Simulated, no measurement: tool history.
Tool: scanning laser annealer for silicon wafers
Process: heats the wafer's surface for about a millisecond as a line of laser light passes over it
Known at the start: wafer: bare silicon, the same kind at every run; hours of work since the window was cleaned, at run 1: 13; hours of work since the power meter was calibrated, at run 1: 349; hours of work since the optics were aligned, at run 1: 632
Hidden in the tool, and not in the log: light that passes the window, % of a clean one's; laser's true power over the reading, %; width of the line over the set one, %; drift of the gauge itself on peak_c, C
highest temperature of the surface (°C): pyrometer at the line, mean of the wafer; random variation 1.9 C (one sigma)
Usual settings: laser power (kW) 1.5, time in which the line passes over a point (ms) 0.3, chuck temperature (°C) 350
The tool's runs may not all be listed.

run	day	laser power (kW)	time in which the line passes over a point (ms)	chuck temperature (°C)	hours of work since the window was cleaned	hours of work since the power meter was calibrated	hours of work since the optics were aligned	highest temperature of the surface (°C)
1	0	1.5	0.3	350	13	349	632	1172
2	1.221	1.5	0.3	350	37	372	655	1168
3	2.258	1.5	0.3	350	56	392	675	1172
4	3.162	1.5	0.3	350	73	409	692	1166
5	4.496	1.5	0.3	350	99	435	718	1170
6	5.738	1.5	0.3	350	123	458	741	1170
7	6.333	1.5	0.3	350	134	470	753	1165
# day 6.508: window over the wafer cleaned
8	7.396	1.5	0.3	350	17	488	771	1162
9	8.6	1.5	0.3	350	40	511	794	1161
10	9.85	1.5	0.3	350	64	535	818	1160
11	10.662	1.386	0.373	366	79	550	833	1182
12	11.571	1.452	0.3	350	96	568	851	1129
# day 12.258: window over the wafer cleaned, once more
13	12.529	1.52	0.3	382	5	584	867	1212
14	13.433	1.529	0.255	327	22	601	884	1100
15	14.258	1.532	0.226	366	38	617	900	1099
16	14.871	1.341	0.318	375	50	629	912	1114
17	15.621	1.341	0.318	375	64	643	926	1108
18	16.975	1.341	0.318	375	90	669	952	1110
19	17.579	1.341	0.232	379	101	680	963	1007

Forecast each of these 3 alternatives for the next run:
A	18.717	1.5	0.3	323	123	702	985	?
B	18.717	1.426	0.328	385	123	702	985	?
C	18.717	1.5	0.3	370	123	702	985	?

run	highest temperature of the surface (°C)
A	1138
B	1185
C	1185
Without the tool's hidden state the same runs would have given:
run	highest temperature of the surface (°C)
A	1148
B	1195
C	1195
